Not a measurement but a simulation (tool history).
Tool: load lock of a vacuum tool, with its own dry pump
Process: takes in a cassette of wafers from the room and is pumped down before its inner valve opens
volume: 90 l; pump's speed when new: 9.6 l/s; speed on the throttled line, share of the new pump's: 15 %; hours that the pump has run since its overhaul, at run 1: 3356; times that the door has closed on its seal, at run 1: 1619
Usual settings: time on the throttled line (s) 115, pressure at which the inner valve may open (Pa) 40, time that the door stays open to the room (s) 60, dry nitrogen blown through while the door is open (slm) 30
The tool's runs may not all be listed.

run      day  time on the throttled line (s)  pressure at which the inner valve may open (Pa)  time that the door stays open to the room (s)  dry nitrogen blown through while the door is open (slm)  hours that the pump has run since its overhaul  times that the door has closed on its seal  incoming humidity of the room's air, %  time from the closed door until the inner valve may open (s)  rise of the pressure with all valves shut (Pa/min)
  1        0                             115                                               40                                             60                                                       30                                            3356                                        1619                                    46.3                                                         174.5                                               0.026
  2   16.392                             115                                               40                                             60                                                       10                                            3749                                        2957                                    43.2                                                         173.9                                                0.04
  3   44.454                             115                                               40                                             60                                                       10                                            4422                                        5247                                    45.1                                                         174.9                                               0.056
  4   73.321                             115                                               30                                             60                                                       30                                            5115                                        7603                                      43                                                         178.4                                               0.059
  5   95.467                             126                                               40                                             60                                                       30                                            5647                                        9411                                    46.6                                                         184.3                                               0.076
  6  119.608                             126                                               40                                             60                                                       30                                            6226                                       11381                                    47.2                                                         185.6                                                0.09
  7  140.679                             164                                               40                                             60                                                       30                                            6732                                       13100                                    42.4                                                         216.8                                               0.099
  8  164.462                             164                                               40                                             60                                                       30                                            7303                                       15041                                    47.3                                                         218.9                                               0.117
  9  180.688                             164                                               40                                             60                                                       30                                            7692                                       16365                                    44.2                                                         218.3                                               0.135
 10    208.3                             164                                               40                                             60                                                       30                                            8355                                       18619                                    44.5                                                         220.4                                               0.163
 11  235.121                             115                                               48                                             60                                                       30                                            8998                                       20808                                    47.9                                                         177.3                                               0.181
 12    249.1                             115                                               40                                             60                                                       30                                            9334                                       21948                                    45.4                                                         179.2                                               0.198
 13  269.208                             115                                               40                                             60                                                       30                                            9816                                       23589                                    45.6                                                         179.1                                               0.226
 14  289.058                             115                                               40                                             60                                                       30                                           10293                                       25209                                    46.5                                                         180.9                                               0.247
 15  306.262                             115                                               40                                             60                                                       30                                           10706                                       26613                                      43                                                           184                                                0.27
 16  325.179                             115                                               40                                             60                                                       30                                           11160                                       28157                                    45.7                                                         181.5                                                 0.3
 17  339.342                             115                                               40                                             60                                                       30                                           11500                                       29313                                      46                                                         181.4                                               0.319
 18  356.721                             115                                               40                                             60                                                       30                                           11917                                       30731                                    45.6                                                         184.2                                                0.34
 19  386.158                             154                                               40                                             60                                                        5                                           12623                                       33134                                    45.6                                                           217                                               0.404
     393.821  -- door's seal changed, seat wiped
 20  409.204                             177                                               43                                             60                                                       30                                           13175                                        1255                                    42.3                                                         234.1                                               0.019
 21  434.358                             177                                               41                                             60                                                        7                                           13779                                        3308                                    45.2                                                         236.9                                               0.044
 22  450.417                             177                                               41                                             60                                                        7                                           14164                                        4619                                    45.9                                                         235.5                                                0.05
     461.758  -- dry pump taken out, an overhauled one fitted
 23  472.396                              62                                               41                                             60                                                        5                                             255                                        6392                                    42.7                                                         126.1                                               0.062
 24  497.921                             167                                               42                                             60                                                       18                                             868                                        8475                                    46.7                                                         216.8                                               0.075
 25  523.567                             115                                               40                                            125                                                       24                                            1483                                       10568                                    45.9                                                           172                                               0.089
 26  549.662                              93                                               69                                             60                                                       30                                            2110                                       12698                                    48.1                                                         150.5                                                0.09
 27  577.188                              93                                               69                                             60                                                       30                                            2770                                       14944                                    45.7                                                         150.4                                               0.116
 28  604.983                              93                                               69                                             73                                                        8                                            3437                                       17213                                    43.3                                                         152.1                                               0.157
 29  624.842                             163                                               69                                             78                                                       19                                            3914                                       18833                                    45.6                                                         208.6                                               0.171
 30  640.296                             115                                               55                                             60                                                       30                                            4285                                       20094                                    43.5                                                         173.7                                               0.179

Hidden state at the last listed run before each entry between runs and at the first one after, where it differs:
Between runs 19 and 20: door's seal changed, seat wiped (day 393.821)
  pump's speed, % of a new pump's: 83.2 -> 82.4; leak at the door's seal, Pa l/s: 0.5569 -> 0.0091
  measured less the result without the state, time from the closed door until the inner valve may open (s): +10.4 -> +10.3; rise of the pressure with all valves shut (Pa/min): +0.371 -> +0.005
Between runs 22 and 23: dry pump taken out, an overhauled one fitted (day 461.758)
  pump's speed, % of a new pump's: 80.9 -> 99.3; leak at the door's seal, Pa l/s: 0.033 -> 0.0476
  measured less the result without the state, time from the closed door until the inner valve may open (s): +11.2 -> +0.4; rise of the pressure with all valves shut (Pa/min): +0.02 -> +0.03

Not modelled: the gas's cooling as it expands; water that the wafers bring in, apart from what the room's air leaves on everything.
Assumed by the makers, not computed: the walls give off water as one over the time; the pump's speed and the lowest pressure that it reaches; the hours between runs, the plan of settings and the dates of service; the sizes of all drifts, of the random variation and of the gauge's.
